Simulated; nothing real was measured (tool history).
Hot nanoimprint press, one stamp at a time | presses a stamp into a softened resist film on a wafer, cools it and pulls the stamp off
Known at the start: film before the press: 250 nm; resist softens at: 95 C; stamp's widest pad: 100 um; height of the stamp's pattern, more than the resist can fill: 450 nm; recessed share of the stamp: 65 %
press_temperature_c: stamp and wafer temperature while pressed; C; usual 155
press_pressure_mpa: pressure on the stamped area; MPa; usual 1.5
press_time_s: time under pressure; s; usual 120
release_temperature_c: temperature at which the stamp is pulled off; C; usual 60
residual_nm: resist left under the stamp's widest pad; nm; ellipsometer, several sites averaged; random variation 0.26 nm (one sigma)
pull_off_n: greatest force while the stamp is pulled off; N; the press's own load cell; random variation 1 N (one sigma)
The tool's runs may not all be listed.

run    day  press_temperature_c  press_pressure_mpa  press_time_s  release_temperature_c  residual_nm  pull_off_n
  1      0                  155                 1.5           120                     60        111.4         241
  2  0.183                  155                 1.5           120                     60        112.4         239
  3  0.408                  155                 1.5           120                     60        112.1         239
  4  0.583                  155                 1.5           120                     60        111.5         239
  5  0.929                  165                 1.5           120                     60         74.2         241
  6  1.283                  155                 1.5           120                     60        112.3         240
  7  1.625                  155                 1.5           120                     56        111.4         257
  8  2.029                  155                 1.5           120                     56        111.4         257
  9  2.321                  155                 1.5           120                     56        111.8         256
 10  2.542                  163                 1.5           120                     60         80.4         243
 11  2.762                  163                 1.5           120                     60         80.7         243
 12  2.954                  155                 1.5           120                     60        111.5         241
 13    3.2                  155                 1.5           120                     60        111.9         243
 14  3.492                  155                 1.5           120                     60        111.6         244
 15  3.921                  155                 1.5           120                     60        111.1         243
 16  4.342                  155                 1.5           120                     60        111.3         243
 17  4.675                  165                 1.5           120                     60         74.1         246
 18  4.892                  166                1.31           120                     54         77.3         265
 19  5.133                  155                 1.5           227                     60         88.8         245
 20  5.379                  155                 1.5           227                     60         88.6         244
 21  5.642                  161                1.06            69                     48        126.9         287
 22  5.904                  155                 1.5           120                     55        111.3         262
 23  6.321                  157                1.69            63                     57        120.4         256
 24  6.583                  157                1.69            63                     57        120.6         256
 25  7.004                  156                 1.5            82                     60        121.4         245
 26  7.304                  156                 1.5            82                     60        121.6         247
      7.45  -- plate thermocouple calibrated
 27  7.796                  147                1.36           132                     60        158.8         248
 28  8.217                  155                 1.5           141                     60        107.5         250
 29  8.612                  145                 1.5           141                     51        161.9         280
         9  -- stamp cleaned and given a new release coat
 30  9.121                  145                 1.5           141                     51        161.6         267

Measured less the same run without the tool's hidden state. The same run-to-run variation is in both; the gauge's scatter may not be:
The hidden state here: true temperature over the reading, C; pressure that arrives at the usual setting, %; grip of the stamp's worn release coat, % over a new coat's; drift of the gauge itself on residual_nm, %; drift of the gauge itself on pull_off_n, %.
run  residual_nm  pull_off_n
  1         -1.5          +2
  2         -1.5          +2
  3         -1.5          +2
  4         -1.6          +2
  5         -0.9          +3
  6         -1.6          +3
  7         -1.7          +4
  8         -1.7          +4
  9         -1.7          +5
 10           -1          +5
 11         -1.1          +5
 12         -1.7          +5
 13         -1.8          +4
 14         -1.8          +5
 15         -1.8          +5
 16         -1.9          +6
 17         -1.1          +6
 18         -1.2          +7
 19         -1.7          +7
 20         -1.6          +7
 21         -2.3          +9
 22           -2          +8
 23         -1.7          +8
 24         -1.8          +8
 25         -2.2          +8
 26         -2.1          +9
 27         -0.2         +11
 28         +0.2         +12
 29         -0.1         +13
 30         -0.1          -1
